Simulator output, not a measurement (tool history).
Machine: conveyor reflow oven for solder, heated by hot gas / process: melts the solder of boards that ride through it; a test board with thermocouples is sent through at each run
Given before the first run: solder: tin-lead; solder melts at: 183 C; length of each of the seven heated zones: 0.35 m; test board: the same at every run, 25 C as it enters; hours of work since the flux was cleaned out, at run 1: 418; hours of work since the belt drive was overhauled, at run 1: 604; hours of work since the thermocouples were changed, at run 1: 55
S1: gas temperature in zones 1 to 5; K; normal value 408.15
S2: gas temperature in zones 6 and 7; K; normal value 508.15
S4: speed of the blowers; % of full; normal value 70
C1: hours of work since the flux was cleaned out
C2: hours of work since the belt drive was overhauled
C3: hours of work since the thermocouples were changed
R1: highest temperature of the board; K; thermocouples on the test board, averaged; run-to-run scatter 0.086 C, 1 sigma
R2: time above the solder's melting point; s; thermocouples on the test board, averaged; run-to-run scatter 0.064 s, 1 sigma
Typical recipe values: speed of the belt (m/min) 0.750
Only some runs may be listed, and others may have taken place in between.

Run 1, day 0.000: usual settings; C1 418; C2 604; C3 55. Result: R1 486.32 K, R2 38.58 s.
Run 2, day 1.438: usual settings; C1 434; C2 620; C3 72. Result: R1 486.13 K, R2 38.69 s.
Run 3, day 3.683: usual settings; C1 460; C2 646; C3 98. Result: R1 486.13 K, R2 38.55 s.
Run 4, day 5.162: usual settings; C1 477; C2 663; C3 115. Result: R1 486.02 K, R2 38.58 s.
At day 6.946: flux residue cleaned out of gas plates and filters.
Run 5, day 7.792: usual settings; C1 10; C2 691; C3 143. Result: R1 484.66 K, R2 37.26 s.
Run 6, day 9.533: usual settings but S2 498.15 K; C1 30; C2 711; C3 163. Result: R1 476.48 K, R2 30.64 s.
Run 7, day 11.529: usual settings but S2 498.15 K; C1 53; C2 734; C3 186. Result: R1 476.55 K, R2 30.59 s.
Run 8, day 12.729: usual settings but S1 412.15 K; C1 67; C2 748; C3 200. Result: R1 485.49 K, R2 38.81 s.
Run 9, day 14.667: usual settings but S1 412.15 K; C1 89; C2 770; C3 222. Result: R1 485.12 K, R2 39.01 s.
Run 10, day 15.975: usual settings but S1 412.15 K; C1 104; C2 785; C3 237. Result: R1 485.27 K, R2 38.83 s.
At day 16.342: belt drive overhauled, speed set with a stopwatch.
At day 17.650: flux residue cleaned out of gas plates and filters, once more.
Run 11, day 18.800: usual settings but S2 503.15 K, S4 52 % of full; C1 13; C2 26; C3 265. Result: R1 480.42 K, R2 33.32 s.
Run 12, day 20.246: usual settings but S1 417.15 K, S2 510.15 K, S4 78 % of full; C1 30; C2 43; C3 282. Result: R1 493.71 K, R2 45.19 s.
Run 13, day 22.788: usual settings but S1 401.15 K, S2 509.15 K, S4 78 % of full; C1 59; C2 72; C3 311. Result: R1 489.81 K, R2 38.94 s.
Run 14, day 24.621: usual settings but S1 404.15 K; C1 80; C2 93; C3 332. Result: R1 487.80 K, R2 38.25 s.
Run 15, day 25.925: usual settings but S1 403.15 K, S2 501.15 K, speed of the belt (m/min) 0.644; C1 95; C2 108; C3 347. Result: R1 486.90 K, R2 44.54 s.
Run 16, day 27.771: usual settings but S2 509.15 K, speed of the belt (m/min) 0.644; C1 117; C2 129; C3 369. Result: R1 494.60 K, R2 50.92 s.
Run 17, day 30.196: usual settings but S1 420.15 K, S2 509.15 K, speed of the belt (m/min) 0.834; C1 144; C2 157; C3 396. Result: R1 488.02 K, R2 38.00 s.
Run 18, day 31.825: usual settings but S1 420.15 K, S2 509.15 K, speed of the belt (m/min) 0.834; C1 163; C2 176; C3 415. Result: R1 487.99 K, R2 37.93 s.
Run 19, day 33.808: usual settings but S1 414.15 K, S2 509.15 K, speed of the belt (m/min) 0.823, S4 54 % of full; C1 186; C2 199; C3 438. Result: R1 483.03 K, R2 33.15 s.
Run 20, day 36.138: usual settings but S1 414.15 K, S2 509.15 K, speed of the belt (m/min) 0.823, S4 54 % of full; C1 213; C2 226; C3 465. Result: R1 482.99 K, R2 32.97 s.

Below, some changes in R1 between adjacent runs. For each, the amount present without the hidden state too (settings, incoming material, random variation) and the amount remaining for the hidden state with gauge scatter not shared by both compared results:
Hidden conditions of the tool in this case: heat that the gas passes to the board, % of a clean oven's; belt's true speed, % of the reading; true gas temperature in zones 6 and 7 over the reading, C; drift of the gauge itself on peak_c, C; drift of the gauge itself on liquid_s, %.
Run 4 -> 5: flux residue cleaned out of gas plates and filters. R1 -1.36 K: hidden state -1.35, all else -0.01.
Run 7 -> 8: S1 408.15 -> 412.15, S2 498.15 -> 508.15. R1 +8.94 K: hidden state -0.23, all else +9.17.
Run 10 -> 11: S1 412.15 -> 408.15, S2 508.15 -> 503.15, S4 70 -> 52, belt drive overhauled, speed set with a stopwatch, flux residue cleaned out of gas plates and filters, once more. R1 -4.85 K: hidden state +4.43, all else -9.28.
Run 11 -> 12: S1 408.15 -> 417.15, S2 503.15 -> 510.15, S4 52 -> 78. R1 +13.29 K: hidden state -0.02, all else +13.31.
